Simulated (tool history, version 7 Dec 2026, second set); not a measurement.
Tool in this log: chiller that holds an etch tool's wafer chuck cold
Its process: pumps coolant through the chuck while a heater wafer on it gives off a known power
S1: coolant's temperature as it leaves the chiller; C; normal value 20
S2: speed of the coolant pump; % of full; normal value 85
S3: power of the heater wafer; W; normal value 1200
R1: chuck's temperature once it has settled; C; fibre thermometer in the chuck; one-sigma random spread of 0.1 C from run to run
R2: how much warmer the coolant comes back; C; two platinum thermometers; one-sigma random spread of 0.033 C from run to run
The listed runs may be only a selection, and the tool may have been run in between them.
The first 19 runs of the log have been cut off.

Run 20, hour 3115.3: usual settings but S1 18 C, S2 64 % of full, S3 1155 W. Result: R1 31.4 C, R2 6.98 C.
Run 21, hour 3228.8: usual settings but S1 18 C, S2 64 % of full, S3 1155 W. Result: R1 31.3 C, R2 7.00 C.
Run 22, hour 3379.4: usual settings but S1 18 C, S2 65 % of full, S3 1464 W. Result: R1 34.7 C, R2 8.80 C.
At hour 3466.1: coolant pump overhauled.
Run 23, hour 3474.9: usual settings but S1 18 C, S3 1793 W. Result: R1 33.3 C, R2 7.34 C.
Run 24, hour 3590.8: usual settings but S2 92 % of full, S3 1745 W. Result: R1 34.0 C, R2 6.55 C.
Run 25, hour 3686.2: usual settings but S2 92 % of full, S3 1745 W. Result: R1 33.6 C, R2 6.64 C.
Run 26, hour 3848.3: usual settings but S1 14 C, S3 1194 W. Result: R1 24.1 C, R2 4.89 C.
Run 27, hour 4007.8: usual settings but S1 14 C, S3 1194 W. Result: R1 24.4 C, R2 4.95 C.

Estimate the outcome of run 28 from the log above:
Run 28, hour 4123.9: usual settings but S1 23 C, S2 70 % of full, S3 1194 W. Result: R1 ?, R2 ?.

Run 28 yielded R1 35.3 C, R2 6.14 C.
Had the tool carried no hidden state, the very same run would have given R1 34.0 C, R2 6.11 C.
